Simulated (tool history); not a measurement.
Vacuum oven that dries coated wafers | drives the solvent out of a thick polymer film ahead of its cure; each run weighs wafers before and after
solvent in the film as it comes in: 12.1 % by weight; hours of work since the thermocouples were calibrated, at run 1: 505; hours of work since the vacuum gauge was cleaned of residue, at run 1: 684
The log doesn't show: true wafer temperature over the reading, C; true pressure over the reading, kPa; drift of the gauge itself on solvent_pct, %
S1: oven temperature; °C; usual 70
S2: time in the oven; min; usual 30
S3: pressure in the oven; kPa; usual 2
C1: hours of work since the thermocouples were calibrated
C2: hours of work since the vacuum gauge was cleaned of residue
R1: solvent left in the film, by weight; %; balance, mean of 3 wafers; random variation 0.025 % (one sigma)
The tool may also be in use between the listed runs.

run,hour,S1,S2,S3,C1,C2,R1
1,0,70,30,2,505,684,1.98
2,13.8,70,30,2,514,693,1.95
3,26.1,70,30,2,522,701,1.96
4,40.5,70,30,2,531,710,1.96
5,67,70,33,2,549,727,1.79
6,84.7,70,33,2,560,738,1.78
# hour 89.1: oven's thermocouples calibrated
7,104.3,70,41,2,10,750,1.42
8,117.2,65,30,4.75,18,758,4.13
9,130.3,66,23,2,26,766,3.56
10,145.6,67,40,2.2,36,776,1.96
11,164.8,67,33,2.2,49,789,2.43
12,179.6,75,49,4.84,58,798,1.78
13,200.6,85,30,2,72,812,0.57

Forecast each of these 3 alternatives for the next run:
# hour 218.4: oven's thermocouples calibrated, once more
A,228.4,64,41,2,6,828,?
# hour 218.4: oven's thermocouples calibrated, once more
B,228.4,78,30,1.68,6,828,?
# hour 218.4: oven's thermocouples calibrated, once more
C,228.4,83,18,3.18,6,828,?

run,R1
A,2.09
B,0.79
C,1.32
Without the tool's hidden state the same runs would have given:
run,R1
A,1.93
B,0.7
C,1.24

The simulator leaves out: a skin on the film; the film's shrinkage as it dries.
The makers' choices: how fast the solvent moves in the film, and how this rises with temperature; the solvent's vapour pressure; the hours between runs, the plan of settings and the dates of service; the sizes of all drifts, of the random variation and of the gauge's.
